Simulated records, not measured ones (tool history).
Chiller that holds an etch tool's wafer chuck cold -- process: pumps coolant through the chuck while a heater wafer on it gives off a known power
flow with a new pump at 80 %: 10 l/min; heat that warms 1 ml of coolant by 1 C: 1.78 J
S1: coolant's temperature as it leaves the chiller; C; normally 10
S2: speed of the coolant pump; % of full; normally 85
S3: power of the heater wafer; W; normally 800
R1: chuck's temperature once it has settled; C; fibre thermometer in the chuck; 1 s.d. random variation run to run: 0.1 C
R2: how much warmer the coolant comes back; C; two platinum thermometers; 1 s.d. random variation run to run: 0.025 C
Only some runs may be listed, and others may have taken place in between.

run	hour	S1	S2	S3	R1	R2
1	0.0	10	85	800	18.3	2.57
2	29.4	19	85	800	27.5	2.53
3	54.6	19	85	800	27.5	2.54
4	105.2	19	85	800	27.6	2.61
5	163.8	10	85	800	18.3	2.65
6	220.5	10	85	800	18.2	2.70
7	273.3	3	85	800	11.6	2.73
8	316.6	3	85	800	11.4	2.77
9	347.1	5	85	800	13.2	2.75
10	390.2	5	85	800	13.5	2.80
11	436.7	5	85	800	13.4	2.82
12	472.9	10	65	800	20.1	3.58
13	520.9	10	65	800	20.0	3.62
14	561.2	10	65	800	20.0	3.67
15	593.7	10	65	800	20.3	3.66
16	632.4	17	85	800	25.4	2.58
17	660.6	17	85	800	25.4	2.57
18	690.1	17	85	800	25.5	2.56
19	750.5	17	85	800	25.5	2.69
20	802.8	10	76	800	19.1	2.97
21	856.8	18	67	1087	31.3	4.54
22	915.0	4	85	982	14.5	3.23
23	944.2	10	85	1143	22.1	3.85
24	977.3	10	85	1143	22.2	3.80
25	1037.4	8	75	763	16.8	3.04
26	1086.2	8	75	763	16.6	2.98
27	1119.7	18	85	767	26.2	2.73
28	1168.5	10	85	754	17.9	2.74
29	1224.4	15	79	406	19.5	1.75
30	1285.7	15	79	406	19.3	1.82
31	1334.1	10	85	1175	22.4	4.15

Removed from this log: 1 entry logged between the listed runs. Between which two listed runs does each belong, and how does the tool's hidden state at the listed run before it compare with that at the listed run after it?
Runs 15 to 16: gauge calibrated (hour 601.8)
  drift of the gauge itself on warmer_back_c, C: 0.37 -> 0.02
  difference, measured minus the result without the unlogged condition, R2: +0.38 -> +0.03 C
